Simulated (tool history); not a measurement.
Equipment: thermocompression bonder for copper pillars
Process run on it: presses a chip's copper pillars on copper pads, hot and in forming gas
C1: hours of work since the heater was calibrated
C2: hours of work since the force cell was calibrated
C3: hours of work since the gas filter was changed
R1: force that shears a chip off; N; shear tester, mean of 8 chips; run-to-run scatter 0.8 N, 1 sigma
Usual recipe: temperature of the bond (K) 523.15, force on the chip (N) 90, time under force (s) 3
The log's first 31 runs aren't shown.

run 32 day=30.5 | temperature_of_the_bond_(K)=523.15 force_on_the_chip_(N)=56 time_under_force_(s)=4 | C1=554 C2=288 C3=273 | R1=46.3
run 33 day=31.771 | temperature_of_the_bond_(K)=522.15 force_on_the_chip_(N)=56 time_under_force_(s)=2 | C1=569 C2=303 C3=288 | R1=35.5
run 34 day=32.629 | temperature_of_the_bond_(K)=522.15 force_on_the_chip_(N)=101 time_under_force_(s)=2 | C1=579 C2=313 C3=298 | R1=59
run 35 day=33.5 | temperature_of_the_bond_(K)=525.15 force_on_the_chip_(N)=101 time_under_force_(s)=9 | C1=589 C2=323 C3=308 | R1=85.1
run 36 day=34.412 | temperature_of_the_bond_(K)=525.15 force_on_the_chip_(N)=101 time_under_force_(s)=9 | C1=599 C2=333 C3=319 | R1=87.3
run 37 day=35.104 | temperature_of_the_bond_(K)=522.15 force_on_the_chip_(N)=101 time_under_force_(s)=4 | C1=608 C2=342 C3=327 | R1=73.1
run 38 day=35.938 | temperature_of_the_bond_(K)=522.15 force_on_the_chip_(N)=101 time_under_force_(s)=4 | C1=617 C2=351 C3=337 | R1=72.3
run 39 day=36.488 | temperature_of_the_bond_(K)=521.15 force_on_the_chip_(N)=55 time_under_force_(s)=9 | C1=624 C2=358 C3=343 | R1=57.6
run 40 day=37.562 | temperature_of_the_bond_(K)=520.15 force_on_the_chip_(N)=56 time_under_force_(s)=5 | C1=636 C2=370 C3=356 | R1=49.2

Branching from run 40: 3 alternative next runs. What would each branch give?
-- day=37.921 forming gas filter changed
run A day=38.671 | temperature_of_the_bond_(K)=541.15 force_on_the_chip_(N)=74 time_under_force_(s)=3 | C1=649 C2=383 C3=9 | R1=?
-- day=37.921 forming gas filter changed
run B day=38.671 | temperature_of_the_bond_(K)=510.15 force_on_the_chip_(N)=56 time_under_force_(s)=2 | C1=649 C2=383 C3=9 | R1=?
-- day=37.921 forming gas filter changed
run C day=38.671 | temperature_of_the_bond_(K)=520.15 force_on_the_chip_(N)=56 time_under_force_(s)=7 | C1=649 C2=383 C3=9 | R1=?

run=A R1=61.8
run=B R1=31.5
run=C R1=53.4
What these runs would have given with no unlogged condition in the tool:
run=A R1=61.9
run=B R1=31.6
run=C R1=53.5
